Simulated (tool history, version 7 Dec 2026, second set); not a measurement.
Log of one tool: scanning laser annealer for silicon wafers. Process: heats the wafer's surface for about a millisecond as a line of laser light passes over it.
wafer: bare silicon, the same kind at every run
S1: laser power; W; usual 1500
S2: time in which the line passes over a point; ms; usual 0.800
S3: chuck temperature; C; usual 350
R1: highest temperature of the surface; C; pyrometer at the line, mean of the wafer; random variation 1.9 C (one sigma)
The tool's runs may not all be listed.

run	hour	S1	S2	S3	R1
1	0.0	1500	0.800	350	1148
2	15.1	1500	0.800	350	1146
3	30.2	1500	0.800	350	1144
4	53.6	1500	0.677	350	1081
5	79.9	1500	0.677	350	1077
6	91.1	1500	0.800	311	1104
7	107.4	1633	0.970	321	1265
8	130.9	1334	0.800	350	1060
# hour 136.1: laser's power meter calibrated
9	146.7	1334	0.800	350	1061
10	169.6	1334	0.843	313	1040
# hour 185.1: laser's power meter calibrated, once more
11	188.1	1563	0.732	350	1128
12	200.6	1544	0.937	336	1207

The same runs without the tool's hidden state, with the same run-to-run variation:
The hidden state here: light that passes the window, % of a clean one's; laser's true power over the reading, %; width of the line over the set one, %; drift of the gauge itself on peak_c, C.
run	R1
1	1162
2	1161
3	1159
4	1096
5	1093
6	1122
7	1287
8	1077
9	1077
10	1058
11	1154
12	1236

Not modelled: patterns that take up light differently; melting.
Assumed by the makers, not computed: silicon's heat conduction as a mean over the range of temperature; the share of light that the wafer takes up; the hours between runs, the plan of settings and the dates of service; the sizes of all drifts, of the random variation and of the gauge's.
